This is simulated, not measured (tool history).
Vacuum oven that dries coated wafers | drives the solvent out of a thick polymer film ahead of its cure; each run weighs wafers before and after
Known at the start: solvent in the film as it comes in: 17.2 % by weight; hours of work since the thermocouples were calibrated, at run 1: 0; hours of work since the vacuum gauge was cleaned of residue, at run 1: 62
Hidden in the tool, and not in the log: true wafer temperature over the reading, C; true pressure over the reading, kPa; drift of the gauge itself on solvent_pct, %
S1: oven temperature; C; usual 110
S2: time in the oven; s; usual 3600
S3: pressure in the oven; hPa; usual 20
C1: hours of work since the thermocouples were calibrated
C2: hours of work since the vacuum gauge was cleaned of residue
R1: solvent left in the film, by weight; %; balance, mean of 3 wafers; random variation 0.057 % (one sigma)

run	hour	S1	S2	S3	C1	C2	R1
1	0	110	3600	20	0	62	2.7
2	46.8	119	3600	20	35	98	1.49
3	111.9	110	5880	20	85	147	2.04
4	198	110	5880	20	150	212	2
5	250.5	125	3600	20	190	252	1.28
6	314.8	125	3600	20	238	301	1.3
7	395.3	125	3600	20	299	362	1.18
8	443.4	125	3600	20	336	398	1.23
9	518.3	106	3600	20	392	455	3.71
10	577	106	3600	20	437	499	3.81
11	629.5	106	1980	20	476	539	6.17
12	698.3	106	1980	20	529	591	6.02
13	762.7	106	1980	20	577	640	6.13
14	829.1	110	4800	20	628	690	2.26
15	886.2	110	4800	12.1	671	733	1.63
16	977.9	110	2220	20	740	802	4.26
17	1069.8	110	2220	20	810	872	4.33
18	1137.5	110	2220	20	861	923	4.27
19	1191.8	110	2220	20	902	964	4.36
20	1257.2	110	2220	20	952	1014	4.29
21	1298.9	110	3600	20	983	1046	2.91
# hour 1306.4: oven's thermocouples calibrated
22	1368.1	107	3600	20	47	1096	3.67
23	1436.7	107	3600	20	99	1148	3.54
24	1520.8	110	3600	15.4	162	1212	2.5
# hour 1548.7: oven's thermocouples calibrated, once more
25	1564.3	103	4200	20	12	1243	4.69
26	1610.8	103	4200	20	47	1279	4.68
27	1674.6	123	2160	65.7	95	1327	4.64
28	1740.1	123	4260	17.4	145	1376	1.47
29	1778.7	110	5940	19.9	174	1406	2.52
30	1849.2	102	3240	77	228	1459	11.37
31	1924.4	117	3240	77	284	1516	6.36
32	1977.7	102	3300	60.1	325	1556	9.76
33	2042.3	102	3300	60.1	374	1605	9.78
34	2081.1	102	3300	60.1	403	1635	9.97
35	2173.5	116	2580	60.1	473	1705	5.6
36	2216.4	116	2580	60.1	505	1737	5.58
37	2275.2	103	2460	58.9	550	1782	10.06
38	2323.1	110	3600	15	586	1818	2.84
39	2365.1	97	2460	21.7	618	1850	9.13
40	2424.1	119	3600	20	663	1894	2.01
41	2472.8	120	2220	20	700	1931	2.31
42	2531.3	110	3600	21	744	1975	3.55
# hour 2583.4: vacuum gauge cleaned of residue and calibrated
43	2618.6	110	2460	25.5	809	27	4.17
44	2672.8	115	2460	25.5	850	68	2.89
45	2763.5	99	4740	21.9	918	136	5.07
46	2812	113	3600	20	955	173	2.14
# hour 2859.3: oven's thermocouples calibrated
47	2859.3	101	3780	13.5	0	207	4.25
48	2935.3	116	3600	11.5	58	265	1.06

Measured less the same run without the tool's hidden state. The same run-to-run variation is in both; the gauge's scatter may not be:
run	R1
1	+0.01
2	+0.02
3	+0.03
4	+0.05
5	+0.04
6	+0.05
7	+0.06
8	+0.07
9	+0.07
10	+0.08
11	+0.03
12	+0.02
13	+0.03
14	+0.16
15	+0.19
16	+0.05
17	+0.05
18	+0.06
19	+0.06
20	+0.06
21	+0.18
22	+0.14
23	+0.14
24	+0.2
25	+0.6
26	+0.6
27	+0.35
28	+0.34
29	+0.52
30	+0.58
31	+0.43
32	+0.61
33	+0.6
34	+0.61
35	+0.44
36	+0.45
37	+0.54
38	+0.59
39	+0.59
40	+0.49
41	+0.43
42	+0.62
43	-0.14
44	-0.09
45	-0.13
46	-0.04
47	-0.1
48	+0.02

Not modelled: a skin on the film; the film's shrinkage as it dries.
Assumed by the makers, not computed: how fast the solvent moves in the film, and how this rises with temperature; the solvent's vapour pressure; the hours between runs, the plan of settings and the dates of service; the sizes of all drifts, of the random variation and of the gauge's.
